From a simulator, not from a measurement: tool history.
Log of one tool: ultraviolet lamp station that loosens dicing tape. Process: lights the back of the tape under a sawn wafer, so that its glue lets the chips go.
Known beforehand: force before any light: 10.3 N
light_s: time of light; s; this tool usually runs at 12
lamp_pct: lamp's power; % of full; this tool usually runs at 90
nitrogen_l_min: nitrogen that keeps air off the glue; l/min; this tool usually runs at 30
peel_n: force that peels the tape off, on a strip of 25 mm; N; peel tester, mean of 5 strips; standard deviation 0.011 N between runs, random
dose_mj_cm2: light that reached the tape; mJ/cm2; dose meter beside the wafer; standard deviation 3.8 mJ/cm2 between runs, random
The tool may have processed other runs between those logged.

{"run": 1, "hour": 0.0, "light_s": 12, "lamp_pct": 90, "nitrogen_l_min": 30, "peel_n": 1.135, "dose_mj_cm2": 442}
{"run": 2, "hour": 46.1, "light_s": 12, "lamp_pct": 90, "nitrogen_l_min": 30, "peel_n": 1.194, "dose_mj_cm2": 439}
{"run": 3, "hour": 78.1, "light_s": 12, "lamp_pct": 86, "nitrogen_l_min": 30, "peel_n": 1.327, "dose_mj_cm2": 413}
{"run": 4, "hour": 128.0, "light_s": 12, "lamp_pct": 79, "nitrogen_l_min": 30, "peel_n": 1.628, "dose_mj_cm2": 374}
{"run": 5, "hour": 160.5, "light_s": 12, "lamp_pct": 90, "nitrogen_l_min": 30, "peel_n": 1.26, "dose_mj_cm2": 413}
{"hour": 182.7, "done": "lamp changed"}
{"run": 6, "hour": 208.0, "light_s": 12, "lamp_pct": 90, "nitrogen_l_min": 30, "peel_n": 0.64, "dose_mj_cm2": 572}
{"run": 7, "hour": 260.5, "light_s": 12, "lamp_pct": 90, "nitrogen_l_min": 30, "peel_n": 0.686, "dose_mj_cm2": 568}
{"run": 8, "hour": 313.0, "light_s": 12, "lamp_pct": 90, "nitrogen_l_min": 30, "peel_n": 0.694, "dose_mj_cm2": 559}
{"run": 9, "hour": 361.4, "light_s": 12, "lamp_pct": 90, "nitrogen_l_min": 13, "peel_n": 1.503, "dose_mj_cm2": 556}
{"run": 10, "hour": 393.3, "light_s": 12, "lamp_pct": 90, "nitrogen_l_min": 13, "peel_n": 1.56, "dose_mj_cm2": 551}
{"run": 11, "hour": 420.6, "light_s": 21, "lamp_pct": 69, "nitrogen_l_min": 22, "peel_n": 0.49, "dose_mj_cm2": 724}
{"run": 12, "hour": 475.9, "light_s": 12, "lamp_pct": 90, "nitrogen_l_min": 52, "peel_n": 0.482, "dose_mj_cm2": 528}
{"run": 13, "hour": 527.3, "light_s": 9, "lamp_pct": 88, "nitrogen_l_min": 41, "peel_n": 1.227, "dose_mj_cm2": 375}
{"hour": 532.0, "done": "window cleaned of glue's vapour"}
{"run": 14, "hour": 554.6, "light_s": 12, "lamp_pct": 78, "nitrogen_l_min": 31, "peel_n": 0.877, "dose_mj_cm2": 503}
{"run": 15, "hour": 596.7, "light_s": 20, "lamp_pct": 69, "nitrogen_l_min": 16, "peel_n": 0.681, "dose_mj_cm2": 728}
{"run": 16, "hour": 626.9, "light_s": 12, "lamp_pct": 90, "nitrogen_l_min": 15, "peel_n": 1.274, "dose_mj_cm2": 559}
{"run": 17, "hour": 679.0, "light_s": 12, "lamp_pct": 63, "nitrogen_l_min": 30, "peel_n": 1.509, "dose_mj_cm2": 389}
{"run": 18, "hour": 731.6, "light_s": 12, "lamp_pct": 63, "nitrogen_l_min": 30, "peel_n": 1.561, "dose_mj_cm2": 382}
{"run": 19, "hour": 780.6, "light_s": 16, "lamp_pct": 87, "nitrogen_l_min": 31, "peel_n": 0.394, "dose_mj_cm2": 697}

Branching from run 19: 3 alternative next runs. What would each branch give?
{"run": "A", "hour": 806.9, "light_s": 7, "lamp_pct": 90, "nitrogen_l_min": 27, "peel_n": "?", "dose_mj_cm2": "?"}
{"run": "B", "hour": 806.9, "light_s": 12, "lamp_pct": 71, "nitrogen_l_min": 30, "peel_n": "?", "dose_mj_cm2": "?"}
{"run": "C", "hour": 806.9, "light_s": 17, "lamp_pct": 68, "nitrogen_l_min": 19, "peel_n": "?", "dose_mj_cm2": "?"}

run=A peel_n=2.246 dose_mj_cm2=309
run=B peel_n=1.272 dose_mj_cm2=419
run=C peel_n=1.029 dose_mj_cm2=560
Without the tool's hidden state the same runs would have given:
run=A peel_n=1.699 dose_mj_cm2=369
run=B peel_n=0.879 dose_mj_cm2=500
run=C peel_n=0.69 dose_mj_cm2=668

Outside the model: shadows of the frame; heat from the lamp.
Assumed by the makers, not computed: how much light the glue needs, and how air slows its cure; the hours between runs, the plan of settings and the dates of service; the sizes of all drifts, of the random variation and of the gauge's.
